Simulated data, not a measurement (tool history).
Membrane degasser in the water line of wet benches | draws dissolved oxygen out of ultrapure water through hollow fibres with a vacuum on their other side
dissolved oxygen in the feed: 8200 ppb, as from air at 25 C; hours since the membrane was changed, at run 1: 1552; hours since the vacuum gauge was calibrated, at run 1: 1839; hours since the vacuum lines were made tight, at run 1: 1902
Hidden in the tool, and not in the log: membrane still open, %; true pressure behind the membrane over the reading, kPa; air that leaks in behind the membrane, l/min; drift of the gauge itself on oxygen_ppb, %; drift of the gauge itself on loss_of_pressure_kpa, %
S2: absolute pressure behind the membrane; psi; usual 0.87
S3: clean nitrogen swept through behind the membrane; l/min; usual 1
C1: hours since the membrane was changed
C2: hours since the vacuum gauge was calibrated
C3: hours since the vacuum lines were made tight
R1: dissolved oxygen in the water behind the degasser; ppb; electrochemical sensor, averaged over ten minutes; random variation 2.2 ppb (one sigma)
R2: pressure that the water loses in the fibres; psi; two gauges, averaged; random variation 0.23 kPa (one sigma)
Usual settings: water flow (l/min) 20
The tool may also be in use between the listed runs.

run 1 hour=0 | water_flow_(l/min)=20 S2=0.87 S3=1 | C1=1552 C2=1839 C3=1902 | R1=212.6 R2=8.72
run 2 hour=43.7 | water_flow_(l/min)=20 S2=0.87 S3=1 | C1=1595 C2=1883 C3=1946 | R1=213.7 R2=8.736
run 3 hour=84.4 | water_flow_(l/min)=20 S2=0.87 S3=1 | C1=1636 C2=1923 C3=1986 | R1=211 R2=8.618
run 4 hour=136.5 | water_flow_(l/min)=20 S2=0.87 S3=1 | C1=1688 C2=1976 C3=2039 | R1=214.9 R2=8.651
run 5 hour=182.7 | water_flow_(l/min)=20 S2=0.87 S3=1 | C1=1734 C2=2022 C3=2085 | R1=212.4 R2=8.688
run 6 hour=220.2 | water_flow_(l/min)=20 S2=0.79 S3=1 | C1=1772 C2=2059 C3=2122 | R1=193.6 R2=8.718
run 7 hour=243 | water_flow_(l/min)=12 S2=0.87 S3=1 | C1=1795 C2=2082 C3=2145 | R1=100.3 R2=5.232
run 8 hour=281.8 | water_flow_(l/min)=20 S2=1.36 S3=1 | C1=1833 C2=2121 C3=2184 | R1=359.2 R2=8.631
run 9 hour=319.1 | water_flow_(l/min)=20 S2=1.36 S3=1 | C1=1871 C2=2158 C3=2221 | R1=353.9 R2=8.699
run 10 hour=351.3 | water_flow_(l/min)=20 S2=0.87 S3=1 | C1=1903 C2=2190 C3=2253 | R1=213.1 R2=8.636
run 11 hour=378 | water_flow_(l/min)=20 S2=0.87 S3=0.62 | C1=1930 C2=2217 C3=2280 | R1=277 R2=8.679
run 12 hour=402 | water_flow_(l/min)=20 S2=0.87 S3=0.62 | C1=1954 C2=2241 C3=2304 | R1=278 R2=8.747
run 13 hour=443.5 | water_flow_(l/min)=20 S2=0.87 S3=1 | C1=1995 C2=2283 C3=2346 | R1=218.3 R2=8.695
run 14 hour=467.1 | water_flow_(l/min)=20 S2=0.87 S3=1 | C1=2019 C2=2306 C3=2369 | R1=219.9 R2=8.73

Run 15 comes next. What will it give?
run 15 hour=500.9 | water_flow_(l/min)=20 S2=0.87 S3=1 | C1=2052 C2=2340 C3=2403 | R1=? R2=?

Run 15 gave R1 216.8 ppb, R2 8.689 psi.
Without the tool's hidden state the same run would have given R1 216.7 ppb, R2 8.686 psi.

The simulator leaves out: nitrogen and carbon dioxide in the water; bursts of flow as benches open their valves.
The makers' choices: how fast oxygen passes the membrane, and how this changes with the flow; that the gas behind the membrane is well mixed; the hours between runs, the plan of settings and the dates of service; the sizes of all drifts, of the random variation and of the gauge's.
